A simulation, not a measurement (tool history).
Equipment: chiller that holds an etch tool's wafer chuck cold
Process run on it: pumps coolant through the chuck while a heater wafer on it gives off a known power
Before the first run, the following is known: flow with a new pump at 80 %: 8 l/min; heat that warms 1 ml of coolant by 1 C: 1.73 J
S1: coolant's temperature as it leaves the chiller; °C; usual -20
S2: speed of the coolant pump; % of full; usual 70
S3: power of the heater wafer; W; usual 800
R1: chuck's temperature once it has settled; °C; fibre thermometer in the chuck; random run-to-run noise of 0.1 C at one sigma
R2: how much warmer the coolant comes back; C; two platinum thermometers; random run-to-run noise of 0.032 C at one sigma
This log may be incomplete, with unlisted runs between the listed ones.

run 1 day=0 | S1=-20 S2=70 S3=800 | R1=-12.6 R2=4.37
run 2 day=8.767 | S1=-20 S2=60 S3=800 | R1=-11.5 R2=5.06
run 3 day=13.296 | S1=-20 S2=70 S3=800 | R1=-12.3 R2=4.26
-- day=18.129 chiller's thermometer calibrated
run 4 day=22.779 | S1=-20 S2=70 S3=800 | R1=-11.9 R2=4.35
run 5 day=30.162 | S1=-20 S2=70 S3=438 | R1=-15.6 R2=2.4
-- day=31.158 coolant pump overhauled
run 6 day=34.775 | S1=-20 S2=70 S3=1192 | R1=-7.4 R2=7.08
run 7 day=41.854 | S1=-28 S2=70 S3=421 | R1=-23.6 R2=2.5
run 8 day=48.433 | S1=-19 S2=96 S3=800 | R1=-11.9 R2=3.46
run 9 day=57.125 | S1=-19 S2=62 S3=446 | R1=-13.9 R2=3
run 10 day=63.242 | S1=-13 S2=61 S3=800 | R1=-3.9 R2=5.45
run 11 day=67.833 | S1=-14 S2=69 S3=805 | R1=-5.2 R2=4.9

Consider 3 possible next runs. They are alternatives, not a sequence: every one starts from the tool as it was left by run 11. What does each give?
-- day=72.792 coolant changed, channels flushed
run A day=75.988 | S1=-30 S2=77 S3=1056 | R1=? R2=?
-- day=72.792 coolant changed, channels flushed
run B day=75.988 | S1=-24 S2=63 S3=855 | R1=? R2=?
-- day=72.792 coolant changed, channels flushed
run C day=75.988 | S1=-20 S2=98 S3=800 | R1=? R2=?

run=A R1=-21.2 R2=5.78
run=B R1=-16 R2=5.69
run=C R1=-14.7 R2=3.42
What these runs would have given with no unlogged condition in the tool:
run=A R1=-22.1 R2=4.77
run=B R1=-16.8 R2=4.7
run=C R1=-15.2 R2=2.82

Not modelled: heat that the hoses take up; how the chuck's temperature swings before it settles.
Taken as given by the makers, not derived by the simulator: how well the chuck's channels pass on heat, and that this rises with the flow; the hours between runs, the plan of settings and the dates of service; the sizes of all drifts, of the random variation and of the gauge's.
